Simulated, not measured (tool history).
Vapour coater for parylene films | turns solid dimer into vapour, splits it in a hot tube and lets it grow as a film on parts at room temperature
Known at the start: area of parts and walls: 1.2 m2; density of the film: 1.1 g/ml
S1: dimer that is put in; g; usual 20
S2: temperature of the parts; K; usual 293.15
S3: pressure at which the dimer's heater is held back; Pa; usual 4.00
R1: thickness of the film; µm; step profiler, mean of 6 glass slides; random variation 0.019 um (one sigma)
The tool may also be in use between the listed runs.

| run | hour | S1 | S2 | S3 | R1 |
|---|---|---|---|---|---|
| 1 | 0.0 | 20 | 293.15 | 4.00 | 7.22 |
| 2 | 23.1 | 20 | 293.15 | 4.00 | 7.16 |
| 3 | 38.4 | 20 | 293.15 | 4.00 | 7.23 |
| 4 | 57.5 | 20 | 292.15 | 4.00 | 7.58 |
| 5 | 83.1 | 20 | 293.15 | 4.00 | 7.18 |
| 6 | 98.1 | 20 | 293.15 | 4.00 | 7.19 |
| 7 | 110.9 | 9 | 293.15 | 4.00 | 3.25 |
| 8 | 139.9 | 20 | 293.15 | 4.00 | 7.16 |
| 9 | 166.3 | 20 | 293.15 | 4.00 | 7.15 |
| 10 | 181.6 | 20 | 293.15 | 4.00 | 7.20 |
| 11 | 205.9 | 20 | 288.15 | 6.46 | 8.45 |
| 12 | 226.8 | 11 | 288.15 | 4.30 | 4.92 |
| 13 | 255.8 | 20 | 288.15 | 3.80 | 9.11 |
| 14 | 284.4 | 20 | 288.15 | 5.18 | 8.68 |
| 15 | 303.5 | 11 | 304.15 | 4.00 | 2.33 |
| 16 | 319.7 | 11 | 289.15 | 4.28 | 4.69 |
| 17 | 345.8 | 17 | 295.15 | 7.80 | 4.99 |
| 18 | 368.4 | 14 | 290.15 | 3.86 | 5.75 |
|  | 381.2 | trap's valve overhauled |
| 19 | 396.6 | 22 | 303.15 | 6.81 | 4.73 |
| 20 | 417.0 | 14 | 292.15 | 3.29 | 5.59 |

Forecast each of these 5 alternatives for the next run:
| A | 440.2 | 20 | 297.15 | 4.00 | ? |
| B | 440.2 | 17 | 290.15 | 5.81 | ? |
| C | 440.2 | 21 | 299.15 | 4.00 | ? |
| D | 440.2 | 24 | 298.15 | 4.97 | ? |
| E | 440.2 | 26 | 293.15 | 2.33 | ? |

| run | R1 |
|---|---|
| A | 6.16 |
| B | 6.88 |
| C | 5.90 |
| D | 6.81 |
| E | 10.51 |
Without the tool's hidden state the same runs would have given:
| run | R1 |
|---|---|
| A | 5.95 |
| B | 6.65 |
| C | 5.70 |
| D | 6.58 |
| E | 10.15 |

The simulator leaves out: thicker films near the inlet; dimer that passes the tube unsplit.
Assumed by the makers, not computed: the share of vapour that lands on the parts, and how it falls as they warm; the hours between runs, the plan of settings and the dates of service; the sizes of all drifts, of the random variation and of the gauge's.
